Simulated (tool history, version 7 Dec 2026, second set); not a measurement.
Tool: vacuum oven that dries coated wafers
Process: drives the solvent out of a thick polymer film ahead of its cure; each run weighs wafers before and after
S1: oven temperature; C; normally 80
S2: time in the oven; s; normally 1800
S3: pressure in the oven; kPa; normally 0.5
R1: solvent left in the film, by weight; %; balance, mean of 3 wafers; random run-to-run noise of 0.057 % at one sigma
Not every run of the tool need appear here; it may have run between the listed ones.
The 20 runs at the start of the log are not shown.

{"run": 21, "hour": 435.1, "S1": 80, "S2": 1800, "S3": 0.5, "R1": 2.31}
{"run": 22, "hour": 458.8, "S1": 91, "S2": 1800, "S3": 0.5, "R1": 0.5}
{"run": 23, "hour": 479.3, "S1": 80, "S2": 1800, "S3": 0.659, "R1": 2.49}
{"run": 24, "hour": 491.8, "S1": 80, "S2": 1800, "S3": 0.659, "R1": 2.49}
{"run": 25, "hour": 518.6, "S1": 80, "S2": 1800, "S3": 1.445, "R1": 2.93}
{"run": 26, "hour": 538.4, "S1": 67, "S2": 1800, "S3": 1.445, "R1": 7.82}
{"run": 27, "hour": 567.1, "S1": 68, "S2": 2820, "S3": 0.992, "R1": 4.77}
{"run": 28, "hour": 595.4, "S1": 68, "S2": 2820, "S3": 0.992, "R1": 4.72}
{"run": 29, "hour": 622.2, "S1": 83, "S2": 1320, "S3": 0.5, "R1": 2.76}
{"run": 30, "hour": 651.5, "S1": 83, "S2": 1320, "S3": 0.5, "R1": 2.84}
{"run": 31, "hour": 668.4, "S1": 91, "S2": 1260, "S3": 0.409, "R1": 1.03}
{"run": 32, "hour": 687.4, "S1": 82, "S2": 2340, "S3": 0.765, "R1": 1.13}
{"run": 33, "hour": 701.1, "S1": 69, "S2": 2340, "S3": 0.765, "R1": 5}
{"run": 34, "hour": 724.5, "S1": 69, "S2": 2340, "S3": 0.765, "R1": 5.03}
{"run": 35, "hour": 752.6, "S1": 69, "S2": 2340, "S3": 0.765, "R1": 5.16}
{"run": 36, "hour": 780.1, "S1": 82, "S2": 2340, "S3": 0.345, "R1": 0.96}
{"run": 37, "hour": 798.1, "S1": 89, "S2": 1260, "S3": 1.224, "R1": 1.8}
{"run": 38, "hour": 817.9, "S1": 81, "S2": 1800, "S3": 0.5, "R1": 2.08}

Run 39 is up next; what results do you expect?
{"run": 39, "hour": 846.1, "S1": 80, "S2": 1800, "S3": 0.379, "R1": "?"}

Run 39 came out at R1 2.21 %.
Were there no unlogged condition in the tool, this run, its random variation unchanged, would have produced R1 2.56 %.

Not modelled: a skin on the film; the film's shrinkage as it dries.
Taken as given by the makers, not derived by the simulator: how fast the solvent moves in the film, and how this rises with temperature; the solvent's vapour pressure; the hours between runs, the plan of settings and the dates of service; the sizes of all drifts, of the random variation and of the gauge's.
